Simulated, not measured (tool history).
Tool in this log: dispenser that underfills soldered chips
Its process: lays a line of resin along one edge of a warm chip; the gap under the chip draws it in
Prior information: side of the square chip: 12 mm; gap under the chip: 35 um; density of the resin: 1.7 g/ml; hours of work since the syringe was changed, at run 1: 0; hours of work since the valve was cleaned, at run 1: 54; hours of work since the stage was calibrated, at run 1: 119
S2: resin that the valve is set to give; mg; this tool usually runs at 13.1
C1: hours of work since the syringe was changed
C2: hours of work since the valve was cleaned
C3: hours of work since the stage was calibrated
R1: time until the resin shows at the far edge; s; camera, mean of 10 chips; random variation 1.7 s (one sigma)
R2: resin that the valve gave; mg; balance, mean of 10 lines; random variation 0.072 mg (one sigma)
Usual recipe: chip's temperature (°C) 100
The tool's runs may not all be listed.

run 1 hour=0 | chip's_temperature_(°C)=100 S2=13.1 | C1=0 C2=54 C3=119 | R1=164.8 R2=12.48
run 2 hour=6.4 | chip's_temperature_(°C)=94 S2=13.1 | C1=5 C2=59 C3=123 | R1=244.7 R2=12.65
-- hour=8.7 new syringe of resin
run 3 hour=12.2 | chip's_temperature_(°C)=94 S2=13.1 | C1=2 C2=63 C3=127 | R1=215.5 R2=12.49
-- hour=17.9 new syringe of resin
run 4 hour=19.1 | chip's_temperature_(°C)=98 S2=13.1 | C1=1 C2=67 C3=132 | R1=180 R2=12.56
run 5 hour=25.1 | chip's_temperature_(°C)=98 S2=13.1 | C1=5 C2=71 C3=136 | R1=216.5 R2=12.49
-- hour=27.5 new syringe of resin
run 6 hour=30.9 | chip's_temperature_(°C)=98 S2=13.1 | C1=2 C2=75 C3=140 | R1=186.6 R2=12.35
run 7 hour=34.6 | chip's_temperature_(°C)=98 S2=13.1 | C1=5 C2=78 C3=143 | R1=209.4 R2=12.48
-- hour=37 new syringe of resin
run 8 hour=41.4 | chip's_temperature_(°C)=98 S2=13.1 | C1=3 C2=83 C3=147 | R1=196 R2=12.28
-- hour=46.4 new syringe of resin
run 9 hour=47.8 | chip's_temperature_(°C)=98 S2=13.1 | C1=1 C2=87 C3=152 | R1=178.8 R2=12.43
run 10 hour=50.6 | chip's_temperature_(°C)=100 S2=16.4 | C1=3 C2=89 C3=154 | R1=177.5 R2=15.41
run 11 hour=55.2 | chip's_temperature_(°C)=100 S2=16.4 | C1=6 C2=92 C3=157 | R1=200.6 R2=15.32
-- hour=55.8 new syringe of resin
run 12 hour=60.5 | chip's_temperature_(°C)=110 S2=13.1 | C1=3 C2=96 C3=160 | R1=138.9 R2=12.28
-- hour=65.1 new syringe of resin
run 13 hour=65.5 | chip's_temperature_(°C)=110 S2=13.1 | C1=0 C2=99 C3=164 | R1=118.2 R2=12.28
-- hour=69.1 dispensing valve cleaned and set on the balance
run 14 hour=72.4 | chip's_temperature_(°C)=100 S2=15.2 | C1=4 C2=2 C3=168 | R1=183.8 R2=14.97
-- hour=75.8 new syringe of resin
run 15 hour=77.5 | chip's_temperature_(°C)=100 S2=13.1 | C1=1 C2=6 C3=171 | R1=167.4 R2=12.91
run 16 hour=83.9 | chip's_temperature_(°C)=100 S2=14.7 | C1=6 C2=10 C3=176 | R1=201.4 R2=14.7

Run 17, settings as shown, results not yet in. Your forecast:
-- hour=85.3 new syringe of resin
run 17 hour=89 | chip's_temperature_(°C)=91 S2=13.8 | C1=3 C2=14 C3=179 | R1=? R2=?

{"run 17": {"R1": 232.3, "R2": 13.75}}
Minus the tool's unlogged condition, the same run would have read R1 211.7 s, R2 13.87 mg.
